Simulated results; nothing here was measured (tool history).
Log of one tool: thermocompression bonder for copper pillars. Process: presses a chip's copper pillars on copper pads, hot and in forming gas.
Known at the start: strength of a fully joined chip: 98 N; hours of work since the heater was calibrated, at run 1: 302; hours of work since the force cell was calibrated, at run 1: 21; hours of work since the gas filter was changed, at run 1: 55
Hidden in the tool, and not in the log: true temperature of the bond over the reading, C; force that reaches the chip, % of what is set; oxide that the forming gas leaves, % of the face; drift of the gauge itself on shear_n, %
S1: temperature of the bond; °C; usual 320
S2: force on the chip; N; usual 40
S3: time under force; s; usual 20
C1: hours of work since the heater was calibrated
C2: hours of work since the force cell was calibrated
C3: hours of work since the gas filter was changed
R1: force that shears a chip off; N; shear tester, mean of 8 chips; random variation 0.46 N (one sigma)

run	day	S1	S2	S3	C1	C2	C3	R1
1	0.000	320	40	20	302	21	55	50.3
2	0.625	320	30	20	310	28	62	42.3
3	1.350	320	40	20	318	37	71	50.0
4	1.833	320	40	20	324	43	77	51.1
5	2.304	320	40	20	330	49	82	50.3
6	3.004	333	40	20	338	57	91	57.3
7	3.812	320	40	54	348	67	101	68.8
8	4.462	320	40	54	356	75	108	67.3
# day 4.912: forming gas filter changed
9	5.100	320	40	54	363	82	2	67.8
10	5.946	320	40	20	374	92	12	50.8
11	6.508	320	40	20	380	99	19	50.8
12	7.267	320	40	31	390	108	28	58.8
13	7.792	320	40	47	396	115	35	64.6
14	8.262	320	40	20	402	120	40	51.6
15	8.879	320	40	40	409	128	48	63.4
16	9.688	320	40	40	419	138	58	62.3
17	10.608	347	40	20	430	149	69	62.5
18	11.258	291	40	20	438	156	77	37.8
19	12.004	291	40	20	447	165	86	37.5
20	12.454	291	40	20	452	171	91	38.7
21	13.229	320	27	33	461	180	100	46.8
22	13.742	300	30	17	468	186	107	31.9
23	14.217	339	29	16	473	192	112	45.6
# day 14.325: forming gas filter changed
24	14.925	305	47	16	482	200	7	46.1
25	15.812	340	34	20	492	211	18	54.1
26	16.583	340	34	20	502	220	27	55.2
27	17.438	292	38	20	512	231	38	37.0
28	18.150	295	37	21	521	239	46	38.3
29	18.812	320	40	24	529	247	54	54.4
30	19.692	320	57	20	539	258	65	62.6
31	20.308	320	57	20	547	265	72	62.2
32	21.183	320	57	20	557	276	83	63.0
33	21.617	346	29	50	562	281	88	68.8
34	22.346	346	29	50	571	290	97	68.1
35	23.033	346	29	50	580	298	105	67.8
36	23.675	323	31	16	587	306	113	41.5
# day 23.779: forming gas filter changed
37	24.262	323	31	16	594	313	6	40.6
38	24.738	318	28	32	600	319	12	46.6
39	25.288	318	28	32	606	325	18	47.6
40	25.733	318	32	36	612	331	24	54.1

Hidden state at the last listed run before each entry between runs and at the first one after, where it differs:
Between runs 8 and 9: forming gas filter changed (day 4.912)
  oxide that the forming gas leaves, % of the face: 1.04 -> 0.51
Between runs 23 and 24: forming gas filter changed (day 14.325)
  force that reaches the chip, % of what is set: 100.2 -> 100.3; oxide that the forming gas leaves, % of the face: 1.05 -> 0.54
Between runs 36 and 37: forming gas filter changed (day 23.779)
  oxide that the forming gas leaves, % of the face: 1.05 -> 0.53
